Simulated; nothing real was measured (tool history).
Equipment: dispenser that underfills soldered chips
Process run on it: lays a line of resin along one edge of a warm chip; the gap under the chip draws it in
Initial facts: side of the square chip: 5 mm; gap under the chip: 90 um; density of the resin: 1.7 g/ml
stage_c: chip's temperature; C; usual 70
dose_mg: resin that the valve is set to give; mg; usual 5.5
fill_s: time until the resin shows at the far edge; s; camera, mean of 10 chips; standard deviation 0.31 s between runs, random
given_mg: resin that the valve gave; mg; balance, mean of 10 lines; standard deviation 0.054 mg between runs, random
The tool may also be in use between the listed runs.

run    day  stage_c  dose_mg  fill_s  given_mg
  1      0       70      5.5     8.7      5.33
     0.279  -- new syringe of resin
  2  0.404       70      5.5     7.6      5.32
  3  0.567       75      5.5     6.5      5.34
     0.925  -- new syringe of resin
  4  0.933       75      5.5     5.5      5.25
  5  1.288       75      5.5     6.8      5.35
  6  1.475       70      5.5     9.9      5.36
     1.567  -- new syringe of resin
  7    1.8       70      5.5     7.7      5.24
  8  2.162       70      5.5     9.9      5.27
     2.196  -- new syringe of resin
  9  2.388       65      5.5     8.8      5.35
 10  2.688       70      5.5     9.7      5.29
     2.829  -- new syringe of resin
 11  2.946       70      5.5     7.1      5.35
 12  3.275       70      5.5     8.6      5.25
     3.475  -- new syringe of resin
 13    3.5       59     6.42     9.4      6.08
 14  3.858       71     4.79       9      4.52
 15  4.058       76      6.6     7.5      6.22
     4.096  -- new syringe of resin
 16  4.458       76      6.6     6.1      6.22
 17    4.7       64     4.92    12.9      4.64
     4.742  -- new syringe of resin
 18  5.092       70     6.54     7.6      6.13
     5.367  -- new syringe of resin
 19  5.488       80     6.46     4.5      6.08
 20  5.762       62     6.94    11.2       6.4
     5.988  -- new syringe of resin
 21  6.025       62     6.94     8.2      6.62
     6.304  -- dispensing valve cleaned and set on the balance
 22  6.433       64     6.99     9.9      6.96
     6.662  -- new syringe of resin
 23    6.7       64     6.99     8.4      6.95

For some of the steps in fill_s from one run to the next: how much would appear even if the tool had no hidden state, given the settings, what came in and random variation, and how much remains for the hidden state plus any gauge scatter that the measured result and the result without hidden state don't share?
Hidden state present: resin's viscosity, % of fresh resin's; dose that the valve gives, % of what is set; true chip temperature over the reading, C; drift of the gauge itself on fill_s, %; drift of the gauge itself on given_mg, %.
Run 16 -> 17: stage_c 76 -> 64, dose_mg 6.6 -> 4.92. fill_s +6.8 s: hidden state +2.9, all else +3.9.
Run 17 -> 18: stage_c 64 -> 70, dose_mg 4.92 -> 6.54, new syringe of resin. fill_s -5.3 s: hidden state -2.6, all else -2.7.
Run 19 -> 20: stage_c 80 -> 62, dose_mg 6.46 -> 6.94. fill_s +6.7 s: hidden state +2, all else +4.7.
